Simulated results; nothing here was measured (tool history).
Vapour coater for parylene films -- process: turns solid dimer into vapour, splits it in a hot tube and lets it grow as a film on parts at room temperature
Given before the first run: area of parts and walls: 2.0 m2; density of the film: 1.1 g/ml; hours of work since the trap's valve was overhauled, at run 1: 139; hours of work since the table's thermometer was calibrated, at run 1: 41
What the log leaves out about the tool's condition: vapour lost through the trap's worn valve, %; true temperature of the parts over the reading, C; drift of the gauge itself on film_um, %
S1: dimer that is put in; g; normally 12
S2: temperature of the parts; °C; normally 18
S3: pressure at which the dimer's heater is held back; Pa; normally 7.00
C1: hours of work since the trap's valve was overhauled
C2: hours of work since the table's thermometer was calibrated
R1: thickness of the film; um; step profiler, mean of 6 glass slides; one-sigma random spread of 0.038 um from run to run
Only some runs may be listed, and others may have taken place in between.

{"run": 1, "hour": 0.0, "S1": 12, "S2": 18, "S3": 7.0, "C1": 139, "C2": 41, "R1": 3.79}
{"run": 2, "hour": 9.6, "S1": 12, "S2": 18, "S3": 7.0, "C1": 147, "C2": 49, "R1": 3.67}
{"run": 3, "hour": 23.2, "S1": 12, "S2": 18, "S3": 7.0, "C1": 159, "C2": 61, "R1": 3.77}
{"run": 4, "hour": 41.8, "S1": 12, "S2": 18, "S3": 7.0, "C1": 175, "C2": 77, "R1": 3.66}
{"run": 5, "hour": 56.0, "S1": 12, "S2": 18, "S3": 7.0, "C1": 186, "C2": 89, "R1": 3.61}
{"run": 6, "hour": 75.4, "S1": 12, "S2": 18, "S3": 7.0, "C1": 203, "C2": 105, "R1": 3.67}
{"run": 7, "hour": 90.4, "S1": 12, "S2": 18, "S3": 7.0, "C1": 216, "C2": 118, "R1": 3.6}
{"run": 8, "hour": 110.5, "S1": 12, "S2": 18, "S3": 7.0, "C1": 232, "C2": 135, "R1": 3.54}
{"hour": 128.8, "done": "trap's valve overhauled"}
{"run": 9, "hour": 133.2, "S1": 12, "S2": 18, "S3": 3.04, "C1": 4, "C2": 150, "R1": 3.59}
{"run": 10, "hour": 148.9, "S1": 12, "S2": 18, "S3": 3.04, "C1": 17, "C2": 164, "R1": 3.54}
{"run": 11, "hour": 163.4, "S1": 12, "S2": 18, "S3": 3.04, "C1": 29, "C2": 176, "R1": 3.5}
{"run": 12, "hour": 172.7, "S1": 12, "S2": 18, "S3": 3.47, "C1": 37, "C2": 184, "R1": 3.51}
{"run": 13, "hour": 183.7, "S1": 12, "S2": 18, "S3": 3.47, "C1": 46, "C2": 193, "R1": 3.46}
{"run": 14, "hour": 192.0, "S1": 12, "S2": 18, "S3": 6.62, "C1": 53, "C2": 200, "R1": 3.31}
{"run": 15, "hour": 212.1, "S1": 12, "S2": 18, "S3": 7.0, "C1": 70, "C2": 217, "R1": 3.16}
{"hour": 218.9, "done": "trap's valve overhauled, once more"}
{"run": 16, "hour": 229.4, "S1": 12, "S2": 18, "S3": 7.0, "C1": 9, "C2": 228, "R1": 4.06}
{"run": 17, "hour": 240.0, "S1": 12, "S2": 18, "S3": 2.11, "C1": 18, "C2": 237, "R1": 4.45}
{"run": 18, "hour": 249.1, "S1": 12, "S2": 18, "S3": 2.11, "C1": 25, "C2": 245, "R1": 4.41}
{"run": 19, "hour": 267.5, "S1": 12, "S2": 18, "S3": 5.35, "C1": 41, "C2": 260, "R1": 4.09}
{"run": 20, "hour": 285.2, "S1": 12, "S2": 18, "S3": 3.65, "C1": 56, "C2": 275, "R1": 4.15}
{"run": 21, "hour": 297.9, "S1": 12, "S2": 18, "S3": 10.25, "C1": 67, "C2": 286, "R1": 3.76}
{"run": 22, "hour": 312.5, "S1": 13, "S2": 18, "S3": 10.25, "C1": 79, "C2": 298, "R1": 4.11}
{"run": 23, "hour": 332.7, "S1": 12, "S2": 18, "S3": 7.0, "C1": 96, "C2": 315, "R1": 3.9}
{"run": 24, "hour": 344.7, "S1": 12, "S2": 18, "S3": 7.0, "C1": 106, "C2": 325, "R1": 3.85}
{"run": 25, "hour": 365.1, "S1": 8, "S2": 11, "S3": 11.09, "C1": 123, "C2": 343, "R1": 3.37}
{"run": 26, "hour": 377.8, "S1": 13, "S2": 19, "S3": 11.09, "C1": 134, "C2": 353, "R1": 3.84}
{"run": 27, "hour": 391.8, "S1": 13, "S2": 19, "S3": 11.09, "C1": 146, "C2": 365, "R1": 3.79}
{"run": 28, "hour": 406.3, "S1": 13, "S2": 19, "S3": 11.09, "C1": 158, "C2": 377, "R1": 3.69}
{"run": 29, "hour": 420.1, "S1": 16, "S2": 26, "S3": 7.53, "C1": 170, "C2": 389, "R1": 3.31}
{"run": 30, "hour": 432.7, "S1": 16, "S2": 16, "S3": 10.73, "C1": 180, "C2": 400, "R1": 5.28}
{"run": 31, "hour": 445.0, "S1": 16, "S2": 16, "S3": 10.73, "C1": 191, "C2": 410, "R1": 5.15}
{"run": 32, "hour": 462.7, "S1": 16, "S2": 16, "S3": 10.73, "C1": 206, "C2": 425, "R1": 5.24}
{"run": 33, "hour": 477.0, "S1": 20, "S2": 18, "S3": 5.17, "C1": 218, "C2": 437, "R1": 6.27}
{"run": 34, "hour": 490.9, "S1": 12, "S2": 22, "S3": 7.0, "C1": 229, "C2": 449, "R1": 2.97}
{"hour": 513.8, "done": "trap's valve overhauled"}
{"run": 35, "hour": 514.9, "S1": 12, "S2": 22, "S3": 7.0, "C1": 1, "C2": 466, "R1": 3.35}
{"run": 36, "hour": 528.8, "S1": 17, "S2": 18, "S3": 11.37, "C1": 13, "C2": 477, "R1": 5.5}
{"run": 37, "hour": 547.5, "S1": 12, "S2": 17, "S3": 3.99, "C1": 28, "C2": 493, "R1": 4.41}
{"run": 38, "hour": 563.1, "S1": 15, "S2": 18, "S3": 9.14, "C1": 42, "C2": 506, "R1": 4.96}
{"run": 39, "hour": 579.7, "S1": 15, "S2": 18, "S3": 9.14, "C1": 56, "C2": 520, "R1": 4.86}
{"run": 40, "hour": 596.8, "S1": 8, "S2": 18, "S3": 4.58, "C1": 70, "C2": 535, "R1": 2.71}
{"run": 41, "hour": 612.6, "S1": 12, "S2": 11, "S3": 5.25, "C1": 83, "C2": 548, "R1": 5.14}
{"run": 42, "hour": 621.3, "S1": 7, "S2": 14, "S3": 7.0, "C1": 91, "C2": 555, "R1": 2.72}
{"run": 43, "hour": 631.4, "S1": 12, "S2": 16, "S3": 11.37, "C1": 99, "C2": 564, "R1": 4.13}
{"run": 44, "hour": 651.9, "S1": 11, "S2": 16, "S3": 9.85, "C1": 117, "C2": 581, "R1": 3.78}
{"run": 45, "hour": 668.6, "S1": 6, "S2": 19, "S3": 2.3, "C1": 131, "C2": 595, "R1": 1.97}
{"run": 46, "hour": 687.0, "S1": 19, "S2": 16, "S3": 2.15, "C1": 146, "C2": 611, "R1": 7.27}
{"run": 47, "hour": 706.7, "S1": 19, "S2": 16, "S3": 2.15, "C1": 163, "C2": 627, "R1": 7.31}

4 ways to go on from here, each from the tool as it stands after run 47. What would each give?
{"run": "A", "hour": 724.4, "S1": 7, "S2": 16, "S3": 9.43, "C1": 178, "C2": 642, "R1": "?"}
{"run": "B", "hour": 724.4, "S1": 19, "S2": 28, "S3": 2.15, "C1": 178, "C2": 642, "R1": "?"}
{"run": "C", "hour": 724.4, "S1": 20, "S2": 20, "S3": 7.0, "C1": 178, "C2": 642, "R1": "?"}
{"run": "D", "hour": 724.4, "S1": 12, "S2": 27, "S3": 2.15, "C1": 178, "C2": 642, "R1": "?"}

run=A R1=2.32
run=B R1=3.97
run=C R1=5.53
run=D R1=2.64
With no hidden state in the tool, these same runs would have given:
run=A R1=2.53
run=B R1=4.33
run=C R1=6.04
run=D R1=2.89
